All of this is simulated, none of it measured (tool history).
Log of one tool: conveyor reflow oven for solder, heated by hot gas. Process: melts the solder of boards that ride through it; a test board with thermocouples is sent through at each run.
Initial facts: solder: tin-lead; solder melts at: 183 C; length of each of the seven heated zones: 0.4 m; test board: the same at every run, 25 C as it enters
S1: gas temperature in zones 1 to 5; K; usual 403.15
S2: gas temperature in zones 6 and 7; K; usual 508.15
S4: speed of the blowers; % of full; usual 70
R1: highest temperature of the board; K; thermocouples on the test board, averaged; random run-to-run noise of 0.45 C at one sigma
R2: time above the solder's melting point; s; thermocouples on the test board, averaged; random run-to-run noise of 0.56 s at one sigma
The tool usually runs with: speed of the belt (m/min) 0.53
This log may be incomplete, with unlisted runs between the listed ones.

{"run": 1, "day": 0.0, "S1": 403.15, "S2": 508.15, "speed of the belt (m/min)": 0.53, "S4": 70, "R1": 485.65, "R2": 57.7}
{"run": 2, "day": 1.967, "S1": 403.15, "S2": 508.15, "speed of the belt (m/min)": 0.53, "S4": 70, "R1": 485.75, "R2": 57.6}
{"run": 3, "day": 3.029, "S1": 403.15, "S2": 508.15, "speed of the belt (m/min)": 0.53, "S4": 70, "R1": 484.35, "R2": 58.3}
{"run": 4, "day": 4.633, "S1": 403.15, "S2": 508.15, "speed of the belt (m/min)": 0.53, "S4": 70, "R1": 483.55, "R2": 57.6}
{"run": 5, "day": 5.658, "S1": 403.15, "S2": 508.15, "speed of the belt (m/min)": 0.53, "S4": 70, "R1": 485.05, "R2": 58}
{"run": 6, "day": 7.825, "S1": 417.15, "S2": 508.15, "speed of the belt (m/min)": 0.53, "S4": 70, "R1": 487.45, "R2": 66.5}
{"run": 7, "day": 9.75, "S1": 403.15, "S2": 508.15, "speed of the belt (m/min)": 0.53, "S4": 70, "R1": 484.35, "R2": 57.2}
{"run": 8, "day": 11.283, "S1": 403.15, "S2": 508.15, "speed of the belt (m/min)": 0.53, "S4": 70, "R1": 483.55, "R2": 56.9}
{"run": 9, "day": 13.267, "S1": 403.15, "S2": 508.15, "speed of the belt (m/min)": 0.53, "S4": 70, "R1": 483.95, "R2": 56}
{"run": 10, "day": 14.671, "S1": 403.15, "S2": 509.15, "speed of the belt (m/min)": 0.53, "S4": 70, "R1": 484.45, "R2": 57.1}
{"run": 11, "day": 16.338, "S1": 403.15, "S2": 508.15, "speed of the belt (m/min)": 0.53, "S4": 70, "R1": 483.15, "R2": 55.9}
{"run": 12, "day": 17.646, "S1": 403.15, "S2": 508.15, "speed of the belt (m/min)": 0.624, "S4": 70, "R1": 476.85, "R2": 39}
{"day": 17.988, "done": "flux residue cleaned out of gas plates and filters"}
{"run": 13, "day": 19.742, "S1": 403.15, "S2": 508.15, "speed of the belt (m/min)": 0.624, "S4": 70, "R1": 475.15, "R2": 36.1}
{"run": 14, "day": 21.558, "S1": 403.15, "S2": 508.15, "speed of the belt (m/min)": 0.624, "S4": 70, "R1": 475.05, "R2": 36.6}
{"run": 15, "day": 23.404, "S1": 403.15, "S2": 508.15, "speed of the belt (m/min)": 0.624, "S4": 70, "R1": 474.35, "R2": 35}
{"run": 16, "day": 24.375, "S1": 396.15, "S2": 500.15, "speed of the belt (m/min)": 0.53, "S4": 54, "R1": 467.75, "R2": 28.2}
{"run": 17, "day": 26.096, "S1": 396.15, "S2": 500.15, "speed of the belt (m/min)": 0.53, "S4": 54, "R1": 468.45, "R2": 28.5}
{"run": 18, "day": 27.858, "S1": 396.15, "S2": 500.15, "speed of the belt (m/min)": 0.53, "S4": 54, "R1": 467.95, "R2": 27.8}
{"day": 28.571, "done": "flux residue cleaned out of gas plates and filters, once more"}
{"run": 19, "day": 29.679, "S1": 406.15, "S2": 497.15, "speed of the belt (m/min)": 0.427, "S4": 53, "R1": 479.35, "R2": 66.6}
{"run": 20, "day": 31.462, "S1": 412.15, "S2": 512.15, "speed of the belt (m/min)": 0.503, "S4": 51, "R1": 486.05, "R2": 66.1}
{"run": 21, "day": 32.425, "S1": 397.15, "S2": 502.15, "speed of the belt (m/min)": 0.63, "S4": 83, "R1": 477.45, "R2": 39.1}

Run 22 comes next. What will it give?
{"run": 22, "day": 34.296, "S1": 397.15, "S2": 502.15, "speed of the belt (m/min)": 0.63, "S4": 83, "R1": "?", "R2": "?"}

{"run 22": {"R1": 477.55, "R2": 38.9}}
Had the tool carried no hidden state, the very same run would have given R1 478.95 K, R2 40.4 s.
